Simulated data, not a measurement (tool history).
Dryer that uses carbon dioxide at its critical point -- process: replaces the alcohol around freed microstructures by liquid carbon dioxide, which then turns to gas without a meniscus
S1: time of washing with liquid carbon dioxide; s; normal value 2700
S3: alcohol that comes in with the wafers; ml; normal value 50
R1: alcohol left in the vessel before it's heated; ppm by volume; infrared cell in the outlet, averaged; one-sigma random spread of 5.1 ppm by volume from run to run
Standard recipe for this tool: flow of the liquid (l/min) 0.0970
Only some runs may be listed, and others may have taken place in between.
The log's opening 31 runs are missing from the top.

Run 32, day 24.842: usual settings but S1 2460 s, flow of the liquid (l/min) 0.0637, S3 118 ml. Result: R1 2891 ppm by volume.
Run 33, day 25.692: usual settings but S1 2460 s, flow of the liquid (l/min) 0.0637, S3 118 ml. Result: R1 2882 ppm by volume.
Run 34, day 26.779: usual settings but S1 2520 s, flow of the liquid (l/min) 0.0824, S3 110 ml. Result: R1 761 ppm by volume.
Run 35, day 27.471: usual settings but S1 3900 s, flow of the liquid (l/min) 0.0628, S3 110 ml. Result: R1 364 ppm by volume.
Run 36, day 28.275: usual settings but S1 1980 s, S3 70 ml. Result: R1 759 ppm by volume.
Run 37, day 28.821: usual settings but S1 4020 s, flow of the liquid (l/min) 0.1035, S3 97 ml. Result: R1 141 ppm by volume.
Run 38, day 29.646: usual settings but S1 1740 s, flow of the liquid (l/min) 0.1620, S3 89 ml. Result: R1 212 ppm by volume.
Run 39, day 30.692: usual settings but S1 2100 s, flow of the liquid (l/min) 0.1325. Result: R1 187 ppm by volume.
Run 40, day 31.175: usual settings but S1 2100 s, flow of the liquid (l/min) 0.1147, S3 85 ml. Result: R1 345 ppm by volume.
Run 41, day 32.283: usual settings but S1 2580 s, flow of the liquid (l/min) 0.1147, S3 47 ml. Result: R1 176 ppm by volume.
Run 42, day 32.854: usual settings but S1 4260 s, flow of the liquid (l/min) 0.0856, S3 33 ml. Result: R1 155 ppm by volume.
Run 43, day 33.450: usual settings but S1 4260 s, flow of the liquid (l/min) 0.0856, S3 33 ml. Result: R1 173 ppm by volume.
Run 44, day 33.950: usual settings but S1 1980 s, flow of the liquid (l/min) 0.0669. Result: R1 2641 ppm by volume.
Run 45, day 34.988: usual settings but S1 3660 s, flow of the liquid (l/min) 0.1580, S3 93 ml. Result: R1 173 ppm by volume.
Run 46, day 36.117: usual settings but S1 3660 s, flow of the liquid (l/min) 0.1580, S3 93 ml. Result: R1 165 ppm by volume.
Run 47, day 36.779: usual settings but S1 2400 s, flow of the liquid (l/min) 0.0677, S3 22 ml. Result: R1 665 ppm by volume.
Run 48, day 37.796: usual settings but S1 2400 s, flow of the liquid (l/min) 0.0677, S3 22 ml. Result: R1 657 ppm by volume.

Branching from run 48: 3 alternative next runs. What would each branch give?
Run A, day 38.538: usual settings but S1 3120 s, flow of the liquid (l/min) 0.0792, S3 45 ml. Result: R1 ?.
Run B, day 38.538: usual settings but S1 2040 s, flow of the liquid (l/min) 0.0630. Result: R1 ?.
Run C, day 38.538: usual settings but flow of the liquid (l/min) 0.1518, S3 22 ml. Result: R1 ?.

run    R1
  A   270
  B  3121
  C   173
With the hidden condition removed and each run's random variation left untouched, the same runs would have given:
run    R1
  A    62
  B  2347
  C     2
